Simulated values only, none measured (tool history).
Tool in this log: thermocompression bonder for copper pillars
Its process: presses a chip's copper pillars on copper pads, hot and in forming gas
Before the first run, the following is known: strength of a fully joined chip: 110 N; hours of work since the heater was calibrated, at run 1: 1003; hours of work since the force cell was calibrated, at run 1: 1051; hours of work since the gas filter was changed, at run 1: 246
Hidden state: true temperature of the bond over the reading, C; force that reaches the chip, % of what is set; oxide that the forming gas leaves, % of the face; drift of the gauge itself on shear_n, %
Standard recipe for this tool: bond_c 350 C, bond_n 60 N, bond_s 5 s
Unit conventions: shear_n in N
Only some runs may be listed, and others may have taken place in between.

run    hour  bond_c  bond_n  bond_s  hours of work since the heater was calibrated  hours of work since the force cell was calibrated  hours of work since the gas filter was changed  shear_n
  1       0     350      60       5                                           1003                                               1051                                             246     65.7
  2    44.4     350      60       5                                           1033                                               1081                                             276     64.9
  3    71.4     350      60       5                                           1051                                               1099                                             294     65.4
  4   122.2     350      59       5                                           1085                                               1133                                             328     63.7
      150.8  -- force cell calibrated
  5   173.4     350      59       5                                           1118                                                 15                                             361     60.9
      178.6  -- forming gas filter changed
  6   206.5     358      59       5                                           1140                                                 37                                              19     70.3
  7   238.8     358      59       5                                           1161                                                 59                                              40       70
  8   272.2     350      60      11                                           1184                                                 81                                              63     82.3
      308.2  -- heater calibrated with a thermocouple chip
  9   316.3     350      60      11                                              5                                                109                                              91     84.8
 10     359     350      90       5                                             34                                                138                                             119     86.6
 11     387     350      90       5                                             53                                                156                                             138     86.7
 12     428     350      60       5                                             80                                                184                                             166     70.9
 13   478.3     350      60       3                                            114                                                217                                             199     59.2
 14   516.4     350      60       5                                            139                                                243                                             225     68.1
 15   551.1     350      60       5                                            163                                                266                                             248     68.4
 16     589     350      60       5                                            188                                                292                                             273     68.6
 17   618.4     350      60       5                                            208                                                311                                             293     68.4
 18   668.6     344      60       5                                            241                                                345                                             327     64.6
 19   721.1     344      60       5                                            276                                                380                                             362     63.9
      725.5  -- forming gas filter changed
 20   774.8     344      60       5                                            312                                                416                                              33     69.2
 21   819.7     344      60       5                                            342                                                446                                              63     68.4
 22   869.6     344      60       5                                            375                                                479                                              96     68.2
 23     917     345      42       4                                            407                                                511                                             128     49.5
 24   955.6     345      42       4                                            433                                                537                                             154     48.7
 25     990     345      42       4                                            456                                                560                                             177     48.2
 26  1016.9     331      42       4                                            474                                                578                                             195     42.6
 27  1065.2     331      59       5                                            506                                                610                                             227     59.9
 28  1096.3     331      86       9                                            527                                                631                                             248     84.3
 29  1147.4     376      43       8                                            561                                                665                                             282     72.8
 30  1195.2     321      65      10                                            593                                                697                                             314     69.7
 31  1229.2     352      79       5                                            616                                                720                                             337       76
     1267.9  -- forming gas filter changed
 32  1272.5     351      49       3                                            645                                                748                                               3     54.2
 33  1318.6     350      37       3                                            675                                                779                                              34     42.1
 34  1361.4     324      82       9                                            704                                                808                                              63     81.8
 35  1395.5     324      82       9                                            727                                                831                                              85     82.8
 36  1425.9     337      60       5                                            747                                                851                                             106     62.7
 37  1476.7     372      60      12                                            781                                                885                                             140     92.2
 38  1524.6     362      60       5                                            813                                                917                                             172     73.5
 39  1559.8     350      67       8                                            837                                                941                                             195     81.3
 40  1604.8     345      37       5                                            867                                                971                                             225     46.5

Predict each of these 4 candidate next runs independently; none follows another, all start after run 40:
  A  1627     326      37       7                                            882                                                986                                             240        ?
  B  1627     355      66      10                                            882                                                986                                             240        ?
  C  1627     350      63       5                                            882                                                986                                             240        ?
  D  1627     350      50       5                                            882                                                986                                             240        ?

run  shear_n
  A     43.7
  B     85.6
  C       69
  D       60
Without the tool's unlogged condition, the same runs would have read:
run  shear_n
  A     47.4
  B     91.3
  C       74
  D     64.4

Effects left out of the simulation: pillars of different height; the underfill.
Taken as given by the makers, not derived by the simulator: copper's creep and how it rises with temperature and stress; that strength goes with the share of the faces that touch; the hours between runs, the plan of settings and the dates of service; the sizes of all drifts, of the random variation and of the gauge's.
